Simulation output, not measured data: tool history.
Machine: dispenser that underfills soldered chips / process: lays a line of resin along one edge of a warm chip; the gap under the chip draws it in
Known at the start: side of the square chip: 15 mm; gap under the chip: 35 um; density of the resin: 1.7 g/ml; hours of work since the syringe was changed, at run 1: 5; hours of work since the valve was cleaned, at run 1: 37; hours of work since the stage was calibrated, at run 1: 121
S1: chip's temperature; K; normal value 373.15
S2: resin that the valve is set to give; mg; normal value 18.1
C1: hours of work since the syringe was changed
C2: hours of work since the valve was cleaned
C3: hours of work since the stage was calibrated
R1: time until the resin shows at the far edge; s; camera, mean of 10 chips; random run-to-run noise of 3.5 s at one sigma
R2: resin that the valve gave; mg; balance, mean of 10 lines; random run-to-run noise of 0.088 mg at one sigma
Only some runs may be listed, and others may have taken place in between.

{"run": 1, "hour": 0.0, "S1": 373.15, "S2": 18.1, "C1": 5, "C2": 37, "C3": 121, "R1": 418.5, "R2": 17.68}
{"run": 2, "hour": 9.1, "S1": 373.15, "S2": 18.1, "C1": 10, "C2": 42, "C3": 127, "R1": 498.9, "R2": 17.68}
{"hour": 10.5, "done": "new syringe of resin"}
{"run": 3, "hour": 18.7, "S1": 373.15, "S2": 18.1, "C1": 5, "C2": 48, "C3": 133, "R1": 410.6, "R2": 17.6}
{"hour": 28.0, "done": "new syringe of resin"}
{"run": 4, "hour": 34.6, "S1": 373.15, "S2": 18.1, "C1": 4, "C2": 58, "C3": 143, "R1": 410, "R2": 17.71}
{"hour": 45.1, "done": "new syringe of resin"}
{"run": 5, "hour": 50.2, "S1": 360.15, "S2": 18.1, "C1": 3, "C2": 68, "C3": 153, "R1": 712.5, "R2": 17.38}
{"run": 6, "hour": 58.7, "S1": 360.15, "S2": 18.1, "C1": 9, "C2": 73, "C3": 158, "R1": 828, "R2": 17.33}
{"hour": 62.6, "done": "new syringe of resin"}
{"run": 7, "hour": 65.4, "S1": 360.15, "S2": 18.1, "C1": 2, "C2": 77, "C3": 162, "R1": 666, "R2": 17.32}
{"hour": 80.3, "done": "new syringe of resin"}
{"run": 8, "hour": 80.5, "S1": 373.15, "S2": 18.1, "C1": 0, "C2": 87, "C3": 172, "R1": 373.1, "R2": 17.23}
{"run": 9, "hour": 86.9, "S1": 373.15, "S2": 18.1, "C1": 4, "C2": 91, "C3": 176, "R1": 428.7, "R2": 17.27}
{"hour": 98.5, "done": "new syringe of resin"}
{"run": 10, "hour": 101.9, "S1": 373.15, "S2": 18.1, "C1": 2, "C2": 100, "C3": 185, "R1": 395.4, "R2": 17.03}
{"run": 11, "hour": 113.6, "S1": 373.15, "S2": 17.4, "C1": 10, "C2": 108, "C3": 193, "R1": 512.9, "R2": 16.31}
{"hour": 116.0, "done": "new syringe of resin"}
{"run": 12, "hour": 122.8, "S1": 373.15, "S2": 17.4, "C1": 4, "C2": 113, "C3": 198, "R1": 433.3, "R2": 16.28}
{"run": 13, "hour": 129.9, "S1": 373.15, "S2": 17.4, "C1": 9, "C2": 118, "C3": 203, "R1": 504, "R2": 16.24}
{"hour": 133.2, "done": "new syringe of resin"}
{"run": 14, "hour": 141.6, "S1": 373.15, "S2": 17.4, "C1": 5, "C2": 125, "C3": 210, "R1": 441.6, "R2": 16.12}
{"hour": 150.5, "done": "new syringe of resin"}
{"run": 15, "hour": 152.3, "S1": 373.15, "S2": 18.1, "C1": 1, "C2": 132, "C3": 217, "R1": 389, "R2": 16.68}
{"run": 16, "hour": 163.5, "S1": 373.15, "S2": 20.1, "C1": 8, "C2": 139, "C3": 224, "R1": 479.2, "R2": 18.42}
{"hour": 168.1, "done": "dispensing valve cleaned and set on the balance"}
{"hour": 169.6, "done": "new syringe of resin"}
{"run": 17, "hour": 179.5, "S1": 373.15, "S2": 20.1, "C1": 6, "C2": 7, "C3": 233, "R1": 439.8, "R2": 20.23}
{"hour": 187.8, "done": "new syringe of resin"}
{"run": 18, "hour": 193.0, "S1": 373.15, "S2": 20.1, "C1": 3, "C2": 15, "C3": 242, "R1": 401.9, "R2": 20.04}
{"run": 19, "hour": 202.7, "S1": 373.15, "S2": 20.1, "C1": 9, "C2": 22, "C3": 248, "R1": 487.9, "R2": 19.76}
{"hour": 205.2, "done": "new syringe of resin"}
{"run": 20, "hour": 212.1, "S1": 383.15, "S2": 15.9, "C1": 4, "C2": 27, "C3": 253, "R1": 294.1, "R2": 15.68}
{"hour": 222.5, "done": "new syringe of resin"}
{"run": 21, "hour": 223.2, "S1": 383.15, "S2": 15.9, "C1": 0, "C2": 34, "C3": 260, "R1": 260.8, "R2": 15.66}
{"run": 22, "hour": 238.1, "S1": 383.15, "S2": 15.9, "C1": 10, "C2": 44, "C3": 270, "R1": 351.8, "R2": 15.45}
{"hour": 240.5, "done": "new syringe of resin"}
{"run": 23, "hour": 249.4, "S1": 377.15, "S2": 15.9, "C1": 6, "C2": 51, "C3": 277, "R1": 396.8, "R2": 15.42}
{"hour": 257.7, "done": "new syringe of resin"}
{"run": 24, "hour": 257.9, "S1": 377.15, "S2": 15.9, "C1": 0, "C2": 56, "C3": 282, "R1": 333.1, "R2": 15.4}
{"run": 25, "hour": 273.2, "S1": 377.15, "S2": 15.9, "C1": 10, "C2": 66, "C3": 292, "R1": 456.5, "R2": 15.21}
{"hour": 275.0, "done": "new syringe of resin"}
{"run": 26, "hour": 285.2, "S1": 384.15, "S2": 15.9, "C1": 7, "C2": 73, "C3": 299, "R1": 312, "R2": 15.17}
{"hour": 292.4, "done": "new syringe of resin"}
{"run": 27, "hour": 299.2, "S1": 382.15, "S2": 17.6, "C1": 4, "C2": 82, "C3": 308, "R1": 300, "R2": 16.78}
{"run": 28, "hour": 305.7, "S1": 361.15, "S2": 21.3, "C1": 8, "C2": 86, "C3": 312, "R1": 811.7, "R2": 20.33}
{"hour": 309.6, "done": "new syringe of resin"}
{"run": 29, "hour": 321.6, "S1": 362.15, "S2": 22.6, "C1": 8, "C2": 96, "C3": 322, "R1": 758.2, "R2": 21.19}
{"hour": 326.9, "done": "new syringe of resin"}
{"run": 30, "hour": 331.3, "S1": 362.15, "S2": 19, "C1": 3, "C2": 102, "C3": 328, "R1": 675.4, "R2": 17.89}
{"hour": 344.2, "done": "new syringe of resin"}
{"run": 31, "hour": 347.0, "S1": 365.15, "S2": 18.1, "C1": 2, "C2": 112, "C3": 338, "R1": 581.4, "R2": 17.04}

What if the next run were any one of these 4? Each begins from the tool's condition after run 31:
{"run": "A", "hour": 360.1, "S1": 383.15, "S2": 18.4, "C1": 10, "C2": 120, "C3": 346, "R1": "?", "R2": "?"}
{"run": "B", "hour": 360.1, "S1": 372.15, "S2": 16.6, "C1": 10, "C2": 120, "C3": 346, "R1": "?", "R2": "?"}
{"run": "C", "hour": 360.1, "S1": 364.15, "S2": 18.1, "C1": 10, "C2": 120, "C3": 346, "R1": "?", "R2": "?"}
{"run": "D", "hour": 360.1, "S1": 377.15, "S2": 15.4, "C1": 10, "C2": 120, "C3": 346, "R1": "?", "R2": "?"}

run=A R1=352.9 R2=17.12
run=B R1=574.3 R2=15.34
run=C R1=790.1 R2=16.88
run=D R1=494.3 R2=14.42
With the hidden condition removed and each run's random variation left untouched, the same runs would have given:
run=A R1=226.6 R2=18.32
run=B R1=363.6 R2=16.42
run=C R1=501.6 R2=18.06
run=D R1=311.5 R2=15.44
